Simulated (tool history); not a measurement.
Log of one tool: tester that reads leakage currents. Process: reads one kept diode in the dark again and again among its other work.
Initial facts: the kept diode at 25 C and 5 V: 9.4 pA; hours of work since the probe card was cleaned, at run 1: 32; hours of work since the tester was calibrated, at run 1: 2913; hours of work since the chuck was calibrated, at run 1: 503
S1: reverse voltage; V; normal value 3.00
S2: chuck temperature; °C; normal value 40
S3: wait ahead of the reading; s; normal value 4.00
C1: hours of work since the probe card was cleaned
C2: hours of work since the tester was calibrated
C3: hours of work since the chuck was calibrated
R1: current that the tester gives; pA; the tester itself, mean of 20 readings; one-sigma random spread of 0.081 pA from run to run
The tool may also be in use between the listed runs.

run	hour	S1	S2	S3	C1	C2	C3	R1
1	0.0	3.00	40	4.00	32	2913	503	21.85
2	62.8	15.36	40	4.00	71	2951	541	54.53
3	144.0	15.36	40	4.00	120	3001	591	54.97
4	237.2	4.58	40	4.00	177	3058	648	28.19
5	286.5	4.58	40	4.00	208	3088	678	28.18
6	361.0	4.58	40	4.00	253	3134	724	28.75
7	449.4	7.99	40	0.70	307	3188	778	41.36
# hour 461.0: chuck's temperature calibrated
8	570.9	3.00	40	2.12	380	3261	67	23.33
9	676.6	3.00	40	2.12	445	3325	132	23.38
# hour 737.2: chuck's temperature calibrated, once more
10	769.6	3.00	40	5.11	500	3381	20	21.75
11	844.2	3.00	40	5.11	546	3426	65	21.76
12	900.0	2.49	27	5.11	580	3460	100	8.31

Pick out some run-to-run changes in R1. Of each, how much would a tool without hidden state show as well, from the settings, what came in and chance, and how much is left for the hidden state and any gauge scatter not in both results compared?
The tool's hidden condition here consists of: stray current of the dirty probe card, pA a volt; current scale over the true one, %; true chuck temperature over the reading, C; drift of the gauge itself on leakage_pa, %.
Run 1 -> 2: S1 3.00 -> 15.36. R1 +32.68 pA: hidden state +1.66, all else +31.02.

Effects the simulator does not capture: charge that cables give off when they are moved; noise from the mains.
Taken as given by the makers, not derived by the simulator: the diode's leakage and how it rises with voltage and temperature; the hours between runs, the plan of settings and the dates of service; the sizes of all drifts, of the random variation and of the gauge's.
